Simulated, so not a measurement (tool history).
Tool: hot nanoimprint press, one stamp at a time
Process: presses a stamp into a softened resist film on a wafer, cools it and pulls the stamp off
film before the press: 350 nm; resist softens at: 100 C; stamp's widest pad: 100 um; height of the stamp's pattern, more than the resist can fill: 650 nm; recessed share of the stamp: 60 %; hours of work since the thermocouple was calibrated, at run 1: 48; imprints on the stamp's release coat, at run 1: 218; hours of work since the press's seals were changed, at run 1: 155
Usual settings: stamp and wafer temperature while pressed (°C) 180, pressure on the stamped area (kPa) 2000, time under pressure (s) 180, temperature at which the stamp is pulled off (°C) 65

run   hour  stamp and wafer temperature while pressed (°C)  pressure on the stamped area (kPa)  time under pressure (s)  temperature at which the stamp is pulled off (°C)  hours of work since the thermocouple was calibrated  imprints on the stamp's release coat  hours of work since the press's seals were changed  resist left under the stamp's widest pad (angstrom)  greatest force while the stamp is pulled off (N)
  1      0                                             180                                2000                      180                                                 65                                                   48                                   218                                                 155                                                 1275                                               158
  2   44.9                                             175                                2000                      180                                                 65                                                   77                                   350                                                 184                                                 1460                                               163
  3   87.3                                             175                                2000                      180                                                 65                                                  105                                   474                                                 212                                                 1456                                               173
  4  138.1                                             180                                2000                      180                                                 53                                                  138                                   623                                                 245                                                 1270                                               216
       146  -- plate thermocouple calibrated
  5  171.1                                             180                                2000                       99                                                 65                                                   16                                   710                                                 264                                                 1549                                               179
  6  206.2                                             180                                1840                      180                                                 65                                                   39                                   814                                                 287                                                 1321                                               188
  7  240.4                                             180                                2000                       92                                                 65                                                   61                                   914                                                 309                                                 1585                                               191
  8  298.3                                             176                                2970                      313                                                 65                                                   99                                  1083                                                 347                                                  909                                               205
     340.1  -- stamp cleaned and given a new release coat
  9  346.1                                             176                                2970                      313                                                 65                                                  126                                    18                                                 374                                                  909                                               149
 10  378.3                                             176                                2970                       99                                                 65                                                  147                                   112                                                 395                                                 1368                                               151
     411.8  -- plate thermocouple calibrated, once more
 11  435.5                                             176                                2970                       99                                                 65                                                   15                                   271                                                 430                                                 1426                                               161

Forecast run 12:
 12  483.5                                             176                                2970                       99                                                 65                                                   47                                   412                                                 461                                                    ?                                                 ?

{"run 12": {"resist left under the stamp's widest pad (angstrom)": 1418, "greatest force while the stamp is pulled off (N)": 165}}
Without the tool's hidden state the same run would have given resist left under the stamp's widest pad (angstrom) 1394, greatest force while the stamp is pulled off (N) 146.
